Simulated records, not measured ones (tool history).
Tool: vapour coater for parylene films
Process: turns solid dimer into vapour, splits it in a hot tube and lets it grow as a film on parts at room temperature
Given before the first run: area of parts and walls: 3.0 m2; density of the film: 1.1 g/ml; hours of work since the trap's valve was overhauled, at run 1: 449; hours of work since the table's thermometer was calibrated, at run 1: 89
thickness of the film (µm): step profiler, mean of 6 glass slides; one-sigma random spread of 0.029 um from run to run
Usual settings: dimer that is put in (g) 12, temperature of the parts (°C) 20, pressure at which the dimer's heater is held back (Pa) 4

| run | hour | dimer that is put in (g) | temperature of the parts (°C) | pressure at which the dimer's heater is held back (Pa) | hours of work since the trap's valve was overhauled | hours of work since the table's thermometer was calibrated | thickness of the film (µm) |
|---|---|---|---|---|---|---|---|
| 1 | 0 | 12 | 20 | 4 | 449 | 89 | 2.59 |
| 2 | 36.8 | 20 | 20 | 4 | 472 | 112 | 4.32 |
| 3 | 72 | 12 | 20 | 4 | 493 | 134 | 2.54 |
| 4 | 103.8 | 12 | 20 | 4 | 513 | 153 | 2.54 |
| 5 | 138.4 | 12 | 20 | 4 | 534 | 174 | 2.59 |
| 6 | 158 | 12 | 20 | 4 | 546 | 186 | 2.58 |
| 7 | 190.9 | 12 | 20 | 3.65 | 566 | 207 | 2.54 |
| 8 | 218.9 | 12 | 20 | 4 | 584 | 224 | 2.61 |
|  | 235.7 | trap's valve overhauled |
| 9 | 252.4 | 12 | 20 | 4 | 10 | 242 | 2.94 |
| 10 | 280.1 | 12 | 20 | 4 | 27 | 259 | 2.9 |
| 11 | 299.8 | 12 | 20 | 4 | 39 | 271 | 2.92 |
| 12 | 336.9 | 12 | 20 | 4 | 62 | 294 | 2.85 |
| 13 | 367.5 | 12 | 31 | 4 | 81 | 313 | 1.72 |
| 14 | 392.5 | 12 | 31 | 11.27 | 96 | 328 | 1.47 |
| 15 | 410.3 | 12 | 17 | 4 | 107 | 339 | 3.4 |
| 16 | 437.7 | 12 | 17 | 4 | 124 | 356 | 3.26 |
| 17 | 462.6 | 12 | 14 | 4 | 140 | 371 | 3.48 |
| 18 | 481.6 | 12 | 14 | 4 | 151 | 383 | 3.45 |
| 19 | 513.3 | 12 | 20 | 5.63 | 171 | 402 | 2.7 |
| 20 | 530 | 12 | 20 | 5.63 | 181 | 413 | 2.78 |
| 21 | 568.9 | 12 | 20 | 5.63 | 205 | 437 | 2.73 |
| 22 | 588.6 | 12 | 20 | 5.63 | 217 | 449 | 2.69 |
| 23 | 619.3 | 12 | 20 | 4 | 236 | 468 | 2.82 |
| 24 | 652.5 | 12 | 20 | 4 | 256 | 488 | 2.8 |
| 25 | 690 | 13 | 29 | 5.95 | 279 | 511 | 1.82 |
| 26 | 728.2 | 7 | 17 | 4 | 303 | 535 | 1.87 |
| 27 | 766.8 | 12 | 15 | 4.21 | 327 | 558 | 3.28 |
| 28 | 787.7 | 17 | 19 | 4.58 | 339 | 571 | 3.98 |
| 29 | 822.6 | 17 | 15 | 4.58 | 361 | 593 | 4.68 |
| 30 | 860.5 | 17 | 15 | 4.58 | 384 | 616 | 4.59 |
| 31 | 891.5 | 12 | 20 | 9.01 | 403 | 635 | 2.43 |
| 32 | 920.5 | 10 | 20 | 4 | 421 | 653 | 2.26 |
| 33 | 942.4 | 10 | 20 | 4 | 434 | 666 | 2.21 |
| 34 | 972.5 | 10 | 20 | 4 | 453 | 685 | 2.23 |
| 35 | 997.2 | 12 | 31 | 4 | 468 | 700 | 1.57 |
| 36 | 1033.5 | 14 | 31 | 2.46 | 490 | 722 | 1.93 |

What will run 37 give?
| 37 | 1053.2 | 14 | 31 | 2.46 | 503 | 734 | ? |

Run 37 gave thickness of the film (µm) 1.93.
Minus the tool's unlogged condition, the same run would have read thickness of the film (µm) 2.09.
